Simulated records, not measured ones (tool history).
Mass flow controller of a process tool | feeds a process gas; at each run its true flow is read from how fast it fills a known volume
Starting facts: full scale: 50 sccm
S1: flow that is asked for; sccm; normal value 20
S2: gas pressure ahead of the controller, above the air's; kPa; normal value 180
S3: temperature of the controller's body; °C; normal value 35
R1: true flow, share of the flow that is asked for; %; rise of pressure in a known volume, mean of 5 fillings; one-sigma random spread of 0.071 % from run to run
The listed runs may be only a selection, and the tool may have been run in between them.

{"run": 1, "hour": 0.0, "S1": 20, "S2": 180, "S3": 35, "R1": 100.35}
{"hour": 179.1, "done": "controller's zero set anew"}
{"run": 2, "hour": 409.6, "S1": 20, "S2": 180, "S3": 35, "R1": 100.48}
{"run": 3, "hour": 752.7, "S1": 8, "S2": 180, "S3": 35, "R1": 100.29}
{"run": 4, "hour": 1063.9, "S1": 20, "S2": 180, "S3": 37, "R1": 100.67}
{"run": 5, "hour": 1285.2, "S1": 20, "S2": 180, "S3": 37, "R1": 100.79}
{"run": 6, "hour": 1563.0, "S1": 20, "S2": 180, "S3": 37, "R1": 100.88}
{"run": 7, "hour": 1893.2, "S1": 20, "S2": 162, "S3": 24, "R1": 99.83}
{"run": 8, "hour": 2327.4, "S1": 23, "S2": 273, "S3": 23, "R1": 99.67}
{"run": 9, "hour": 2662.7, "S1": 23, "S2": 273, "S3": 23, "R1": 99.84}
{"run": 10, "hour": 2894.6, "S1": 43, "S2": 190, "S3": 21, "R1": 100.09}
{"run": 11, "hour": 3120.5, "S1": 43, "S2": 171, "S3": 21, "R1": 100.14}

What if the next run were any one of these 4? Each begins from the tool's condition after run 11:
{"run": "A", "hour": 3485.7, "S1": 20, "S2": 180, "S3": 25, "R1": "?"}
{"run": "B", "hour": 3485.7, "S1": 8, "S2": 152, "S3": 28, "R1": "?"}
{"run": "C", "hour": 3485.7, "S1": 20, "S2": 202, "S3": 35, "R1": "?"}
{"run": "D", "hour": 3485.7, "S1": 13, "S2": 159, "S3": 27, "R1": "?"}

run=A R1=100.20
run=B R1=100.25
run=C R1=101.00
run=D R1=100.27
With no hidden state in the tool, these same runs would have given:
run=A R1=99.49
run=B R1=99.54
run=C R1=100.29
run=D R1=99.56
